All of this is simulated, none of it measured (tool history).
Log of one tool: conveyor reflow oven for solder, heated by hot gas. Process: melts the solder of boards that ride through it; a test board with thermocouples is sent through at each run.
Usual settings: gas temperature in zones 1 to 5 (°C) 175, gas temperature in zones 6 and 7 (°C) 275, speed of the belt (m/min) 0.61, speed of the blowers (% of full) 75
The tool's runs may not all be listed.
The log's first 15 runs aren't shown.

run,hour,gas temperature in zones 1 to 5 (°C),gas temperature in zones 6 and 7 (°C),speed of the belt (m/min),speed of the blowers (% of full),highest temperature of the board (°C),time above the solder's melting point (s)
16,103.1,175,287,0.61,75,272.1,71.2
17,109.4,178,270,0.51,81,262.6,82.7
# hour 118.2: flux residue cleaned out of gas plates and filters, once more
18,118.9,186,275,0.61,53,262.9,71.2
19,123.1,164,275,0.61,53,259.2,60.5
20,130.8,175,286,0.61,50,269.9,69.9
21,137,175,280,0.61,71,268.1,69.6
22,142.7,175,280,0.517,71,272.7,84.9
23,147.1,164,265,0.642,69,251.3,52.9
24,154.4,164,265,0.642,69,251.8,53.1
25,160.8,164,265,0.642,69,251.4,53
26,165,163,280,0.625,69,266.1,62.9
27,169,163,277,0.625,69,262.3,61.2
28,174.3,163,277,0.625,69,263,61.1
29,183.2,183,275,0.693,75,262.1,60.5
30,190.6,183,275,0.693,75,261.6,60.9
31,198.6,183,275,0.693,75,262.1,60.4

Forecast each of these 3 alternatives for the next run:
A,202.8,174,275,0.693,75,?,?
B,202.8,164,264,0.645,75,?,?
C,202.8,175,275,0.579,75,?,?

run,highest temperature of the board (°C),time above the solder's melting point (s)
A,260.3,57
B,250.9,52.4
C,265.5,72.2
Without the tool's hidden state the same runs would have given:
run,highest temperature of the board (°C),time above the solder's melting point (s)
A,259.5,56.4
B,250,51.7
C,264.6,71.4

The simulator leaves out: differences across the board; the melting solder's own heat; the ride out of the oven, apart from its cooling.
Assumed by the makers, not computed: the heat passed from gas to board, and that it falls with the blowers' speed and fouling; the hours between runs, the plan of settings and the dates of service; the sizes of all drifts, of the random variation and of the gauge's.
